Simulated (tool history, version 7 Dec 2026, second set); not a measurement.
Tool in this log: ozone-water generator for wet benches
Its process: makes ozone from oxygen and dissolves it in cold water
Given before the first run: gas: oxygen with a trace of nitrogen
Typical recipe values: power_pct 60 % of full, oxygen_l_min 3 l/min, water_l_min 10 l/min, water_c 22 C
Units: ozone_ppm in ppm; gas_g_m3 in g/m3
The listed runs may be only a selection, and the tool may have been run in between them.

run,hour,power_pct,oxygen_l_min,water_l_min,water_c,ozone_ppm,gas_g_m3
1,0,60,3,10,22,17.3,149.3
2,61.7,60,3,10,18,18.4,147.2
3,161.4,60,3,10,18,18.4,148.2
4,235.9,60,3,10,22,17.2,145.6
5,308.9,60,3,10,22,17.5,146.7
6,407.7,60,1.55,10,22,16.1,201.3
7,476.1,62,3,10,22,17.7,151.5
8,545.8,62,3,10,22,17.4,150.9
9,618.5,62,3,10,22,17.5,149.9
10,672.5,62,3,10,22,17.6,149.9
11,731.1,60,3,10,14,19.3,145.3
12,785.6,60,3,10,14,19.4,146.7
13,854,60,3.63,10,14,19.5,133.4
14,894.9,60,3.63,10,29,14.8,133.7
15,993,60,3.63,16,29,10.3,133
16,1058.2,60,3,10,22,17,145.9
17,1123.3,45,3,13,22,10.9,117.7
18,1176.3,46,2.58,10,22,13.9,126.9
19,1237.2,40,2.58,9,22,13.3,112.8

Predict the results of run 20:
# hour 1248.7: contactor cleaned
20,1333.3,40,2.58,9,22,?,?

Run 20 gave ozone_ppm 13.2 ppm, gas_g_m3 114.3 g/m3.
The same run, on a tool lacking any hidden state, would have yielded ozone_ppm 13.9 ppm, gas_g_m3 116.3 g/m3.
